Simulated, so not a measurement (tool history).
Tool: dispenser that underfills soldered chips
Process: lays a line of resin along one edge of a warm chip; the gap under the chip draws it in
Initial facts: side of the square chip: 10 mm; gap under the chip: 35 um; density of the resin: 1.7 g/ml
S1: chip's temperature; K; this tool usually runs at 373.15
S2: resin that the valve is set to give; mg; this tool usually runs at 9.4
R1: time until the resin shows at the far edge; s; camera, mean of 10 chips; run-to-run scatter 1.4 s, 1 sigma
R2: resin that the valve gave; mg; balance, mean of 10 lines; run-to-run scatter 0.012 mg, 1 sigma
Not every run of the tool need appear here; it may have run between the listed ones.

run     day      S1     S2     R1     R2
  1       0  373.15    9.4  211.4   9.35
      0.038  -- new syringe of resin
  2   0.375  373.15    9.4  171.8    9.3
      0.738  -- new syringe of resin
  3   0.867  388.15    9.4  102.9    9.3
  4   1.088  375.15    9.4  161.8   9.26
      1.458  -- new syringe of resin
  5   1.583  364.15    9.4  183.7   9.21
  6   1.967  364.15    9.4  235.5   9.21
      2.188  -- new syringe of resin
  7   2.346  364.15    9.4  194.1   9.17
      2.521  -- dispensing valve cleaned and set on the balance
      2.933  -- new syringe of resin
  8   2.933  373.15    9.4  136.6   9.36
  9   3.325  373.15    9.4  179.2   9.32
 10   3.604  373.15    9.4  210.5   9.32
      3.662  -- new syringe of resin
 11   3.838  358.15    9.4  233.4   9.28
 12   4.179  361.15    9.4  265.6   9.26
      4.367  -- new syringe of resin
 13   4.483  387.15    9.4  103.2   9.25
 14   5.004  387.15    9.4  141.8   9.22
      5.092  -- new syringe of resin
 15   5.304  373.15    9.4  155.7   9.22
 16   5.596  373.15    9.4  186.9   9.19
      5.796  -- new syringe of resin
 17   6.075  373.15    9.4  162.2   9.14
      6.238  -- dispensing valve cleaned and set on the balance
 18   6.404  373.15    9.4  195.7   9.39
       6.55  -- new syringe of resin
 19   6.854  373.15    9.4  162.1   9.35
 20   7.204  373.15    9.4  203.8   9.35
      7.246  -- new syringe of resin
 21    7.75  373.15    9.4  186.4   9.31
      7.979  -- new syringe of resin
 22   8.179  371.15   9.46  160.9   9.33
 23   8.571  371.15   9.46  211.5    9.3
      8.683  -- new syringe of resin
 24   8.933  382.15    9.4  124.1   9.23
      9.392  -- new syringe of resin
 25   9.483  386.15    9.4  104.3   9.19
      9.962  -- dispensing valve cleaned and set on the balance
 26   9.971  386.15    9.4  135.1   9.42
     10.129  -- new syringe of resin
 27   10.35  382.15   9.98  122.2   9.96
 28  10.679  363.15  11.53  247.6  11.49
     10.825  -- new syringe of resin
 29  10.975  373.15  10.53  149.3  10.45
 30  11.354  374.15   8.94  187.4   8.86
     11.517  -- new syringe of resin
 31   11.85  372.15  10.02  167.1   9.93
     12.221  -- new syringe of resin
 32  12.225  378.15   9.95  120.5   9.82
 33  12.717  359.15  11.51  270.5  11.31
     12.917  -- new syringe of resin
 34  13.254  359.15   8.78  245.1   8.59
     13.642  -- new syringe of resin
     13.683  -- dispensing valve cleaned and set on the balance
 35  13.821  373.15  11.23  146.2  11.18
 36  14.279  373.15  11.23  193.6  11.16

3 options for the next run, each taken on its own from the tool as it stands now. Forecast them:
     14.375  -- new syringe of resin
  A  14.792  382.15  10.89   ?   ?
     14.375  -- new syringe of resin
  B  14.792  383.15  11.67   ?   ?
     14.375  -- new syringe of resin
  C  14.792  378.15   8.65   ?   ?

run     R1     R2
  A  136.1  10.79
  B  133.4  11.56
  C  157.5   8.56
With the hidden condition removed and each run's random variation left untouched, the same runs would have given:
run     R1     R2
  A  107.6   10.9
  B  105.5  11.68
  C  124.5   8.65
